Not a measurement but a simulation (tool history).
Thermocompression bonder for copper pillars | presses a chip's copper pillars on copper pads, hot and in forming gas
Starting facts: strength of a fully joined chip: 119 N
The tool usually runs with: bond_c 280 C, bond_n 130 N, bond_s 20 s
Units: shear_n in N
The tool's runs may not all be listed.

run	hour	bond_c	bond_n	bond_s	shear_n
1	0.0	280	130	20	77.9
2	34.4	280	130	20	78.1
3	61.8	280	130	20	75.4
4	102.1	280	130	20	77.9
# hour 126.9: forming gas filter changed
5	128.5	280	130	20	81.9
6	150.0	280	130	20	82.7
7	177.1	280	130	20	81.8
8	224.7	280	130	20	80.6
9	258.6	280	130	20	79.1
10	302.5	280	130	20	78.8
11	330.9	280	130	20	79.0
12	378.0	280	130	20	78.0
13	407.7	280	130	20	76.9
14	441.4	280	130	20	75.2
15	469.9	280	130	20	75.6
# hour 497.8: force cell calibrated
16	504.0	280	130	20	73.3

The next listed run, before its measurement:
# hour 509.2: forming gas filter changed
17	552.2	280	130	20	?

{"run 17": {"shear_n": 78.7}}
On a tool with no hidden condition, and with the same random variation, this run would have come out at shear_n 83.0 N.
